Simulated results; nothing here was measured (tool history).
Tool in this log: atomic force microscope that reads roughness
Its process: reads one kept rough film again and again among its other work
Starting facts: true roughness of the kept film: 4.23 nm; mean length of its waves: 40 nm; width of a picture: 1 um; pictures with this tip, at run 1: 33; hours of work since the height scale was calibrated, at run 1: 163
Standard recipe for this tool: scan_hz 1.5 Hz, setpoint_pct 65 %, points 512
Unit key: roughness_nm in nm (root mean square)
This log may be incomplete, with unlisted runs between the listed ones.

run     day  scan_hz  setpoint_pct  points  pictures with this tip  hours of work since the height scale was calibrated  roughness_nm
  1       0      1.5            65     512                      33                                                  163         3.713
  2   0.421      1.5            65     512                      47                                                  171         3.619
  3     0.9      1.5            65     512                      63                                                  179         3.643
  4   1.392      1.5            65     512                      79                                                  188         3.636
  5   1.771      1.5            65     512                      92                                                  195         3.584
  6   2.021      1.5            65     512                     100                                                  199         3.563
  7   2.296      1.5            65     983                     109                                                  204         3.576
  8   2.667      1.5            65     983                     121                                                  211         3.525
  9     2.9      1.5            65     420                     129                                                  215         3.531
 10     3.2      1.5            65     420                     139                                                  220         3.513
 11   3.592      1.5            65     420                     152                                                  227          3.51
 12   3.988      1.5            65     420                     165                                                  234         3.458
 13     4.4      1.5            65     420                     179                                                  241         3.456
 14   4.667      1.5            65     420                     188                                                  246          3.47
 15   5.175      1.5            65     420                     205                                                  255         3.422
 16   5.671      1.5            65     420                     221                                                  264         3.388
 17   5.904     1.97            69     512                     229                                                  268         3.314
 18   6.371     1.97            69     512                     245                                                  276         3.261
 19   6.858     0.56            69     512                     261                                                  285          3.42
 20   7.371     0.56            69     512                     278                                                  294         3.378
 21   7.675     0.74            65     512                     288                                                  299         3.364
 22     8.1     1.87            70     660                     302                                                  307         3.218
      8.308  -- new tip fitted
 23   8.629     1.87            70     660                      11                                                  316         3.624
 24    8.85     1.87            70     852                      18                                                  320         3.627
 25   9.179     0.54            65     362                      29                                                  326         3.782
 26   9.471     0.54            71    1011                      39                                                  331         3.773
 27   9.871     2.95            65     301                      52                                                  338         3.515
 28  10.392     1.42            90     650                      70                                                  347         3.317
 29  10.788     1.14            65     365                      83                                                  354         3.638
 30  11.238     0.67            79     560                      98                                                  362         3.585
 31    11.7     0.67            79     560                     113                                                  370         3.573
 32  12.221     0.79            61     936                     130                                                  380         3.613

The same runs without the tool's hidden state, with the same run-to-run variation:
The tool's hidden condition here consists of: radius of the tip, nm; height scale over the true one, %; drift of the gauge itself on roughness_nm, %.
run  roughness_nm
  1         3.801
  2         3.733
  3         3.783
  4         3.803
  5         3.772
  6         3.761
  7         3.789
  8         3.756
  9         3.776
 10         3.773
 11         3.788
 12         3.754
 13         3.772
 14         3.803
 15          3.78
 16         3.771
 17         3.698
 18         3.667
 19         3.871
 20          3.85
 21         3.848
 22         3.703
 23         3.668
 24         3.682
 25         3.861
 26         3.871
 27         3.628
 28         3.454
 29         3.812
 30         3.782
 31         3.794
 32         3.864
